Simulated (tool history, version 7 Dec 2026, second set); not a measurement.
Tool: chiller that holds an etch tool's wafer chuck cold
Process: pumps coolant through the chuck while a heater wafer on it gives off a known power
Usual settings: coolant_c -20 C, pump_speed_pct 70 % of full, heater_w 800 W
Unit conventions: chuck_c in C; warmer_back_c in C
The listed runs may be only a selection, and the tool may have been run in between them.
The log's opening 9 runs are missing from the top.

run,day,coolant_c,pump_speed_pct,heater_w,chuck_c,warmer_back_c
10,14.717,-16,70,800,-8.81,4.27
11,16.754,-16,70,800,-8.83,4.25
12,18.562,-16,70,800,-8.87,4.30
13,20.679,-16,70,800,-8.87,4.32
14,22.396,-20,70,800,-12.76,4.31
15,23.633,-20,70,800,-12.70,4.31
16,25.829,-20,70,800,-12.92,4.32
17,27.079,-20,70,680,-13.95,3.74
18,28.096,-20,63,468,-15.68,2.80
19,29.854,-22,70,645,-16.35,3.47
20,31.300,-22,70,645,-16.35,3.50
# day 31.529: chiller's thermometer calibrated
21,33.025,-20,89,1181,-11.54,4.94
22,34.333,-20,89,1181,-11.41,5.01
23,35.575,-17,62,660,-10.99,4.07
24,36.846,-17,86,584,-13.32,2.52
25,38.617,-17,90,745,-12.17,3.15
26,40.308,-19,67,541,-14.52,3.05
27,42.300,-10,76,534,-6.03,2.69
# day 42.933: chiller's thermometer calibrated, once more
28,44.529,-13,60,800,-4.07,5.16
29,46.817,-12,60,735,-3.90,4.70
30,48.004,-11,70,800,-3.16,4.34
31,49.921,-10,75,731,-3.28,3.69

Alternative continuations, all from the tool just after run 31; predict every row:
A,51.962,-10,66,687,?,?
B,51.962,-10,68,417,?,?
C,51.962,-10,83,1098,?,?

run,chuck_c,warmer_back_c
A,-2.95,3.98
B,-5.70,2.38
C,-0.50,4.99
With no hidden state in the tool, these same runs would have given:
run,chuck_c,warmer_back_c
A,-3.64,3.80
B,-6.09,2.28
C,-1.47,4.77

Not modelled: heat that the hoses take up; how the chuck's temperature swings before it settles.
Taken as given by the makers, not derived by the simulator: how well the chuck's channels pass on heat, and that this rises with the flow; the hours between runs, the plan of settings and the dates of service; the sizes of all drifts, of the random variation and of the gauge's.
